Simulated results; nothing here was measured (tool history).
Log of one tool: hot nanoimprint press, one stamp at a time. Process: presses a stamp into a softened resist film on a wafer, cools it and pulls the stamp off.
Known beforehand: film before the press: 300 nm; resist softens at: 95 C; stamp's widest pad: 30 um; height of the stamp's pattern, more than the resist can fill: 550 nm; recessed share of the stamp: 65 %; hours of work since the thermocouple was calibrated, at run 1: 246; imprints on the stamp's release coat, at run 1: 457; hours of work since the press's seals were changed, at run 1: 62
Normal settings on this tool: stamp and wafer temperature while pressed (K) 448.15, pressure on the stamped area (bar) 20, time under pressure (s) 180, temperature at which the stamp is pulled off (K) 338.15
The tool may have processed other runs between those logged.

run,hour,stamp and wafer temperature while pressed (K),pressure on the stamped area (bar),time under pressure (s),temperature at which the stamp is pulled off (K),hours of work since the thermocouple was calibrated,imprints on the stamp's release coat,hours of work since the press's seals were changed,resist left under the stamp's widest pad (nm),greatest force while the stamp is pulled off (N)
1,0,448.15,20,180,338.15,246,457,62,166.4,103
2,7.8,448.15,20,122,338.15,251,486,67,186.6,100
3,18.1,448.15,20,122,338.15,257,526,73,186.7,105
4,24,458.15,20,122,338.15,260,548,76,137.3,107
5,31,458.15,20,122,338.15,265,575,81,137.1,104
6,37.1,458.15,20,122,338.15,268,598,84,137.3,105
7,42.1,448.15,20,180,338.15,271,617,87,165.8,105
8,52,448.15,20,180,336.15,277,655,93,166,111
9,60.8,448.15,20,180,336.15,282,688,98,166,104
10,66.2,448.15,20,180,336.15,285,709,101,165.8,110
11,72.7,449.15,22.1,180,325.15,289,734,105,153,117
12,82.9,455.15,20,180,338.15,295,772,111,131.4,111
13,87.7,455.15,20,180,338.15,298,791,114,131.5,106
# hour 97.9: plate thermocouple calibrated
14,99,458.15,20,148,328.15,1,822,119,130.2,119
15,108,448.15,12.1,159,338.15,6,857,124,211.5,111
16,113,452.15,22.8,231,330.15,9,876,127,126.8,121
17,123.2,452.15,22.8,231,330.15,15,914,133,126.8,119

Alternative continuations, all from the tool just after run 17; predict every row:
A,128.7,440.15,20,137,338.15,18,936,137,?,?
B,128.7,443.15,20,180,325.15,18,936,137,?,?
C,128.7,442.15,15.1,231,330.15,18,936,137,?,?
D,128.7,446.15,21.8,180,338.15,18,936,137,?,?

run,resist left under the stamp's widest pad (nm),greatest force while the stamp is pulled off (N)
A,227.4,113
B,196.9,123
C,209.6,119
D,173.2,111
Without the tool's unlogged condition, the same runs would have read:
run,resist left under the stamp's widest pad (nm),greatest force while the stamp is pulled off (N)
A,228,95
B,197.4,103
C,210.3,99
D,173.7,93

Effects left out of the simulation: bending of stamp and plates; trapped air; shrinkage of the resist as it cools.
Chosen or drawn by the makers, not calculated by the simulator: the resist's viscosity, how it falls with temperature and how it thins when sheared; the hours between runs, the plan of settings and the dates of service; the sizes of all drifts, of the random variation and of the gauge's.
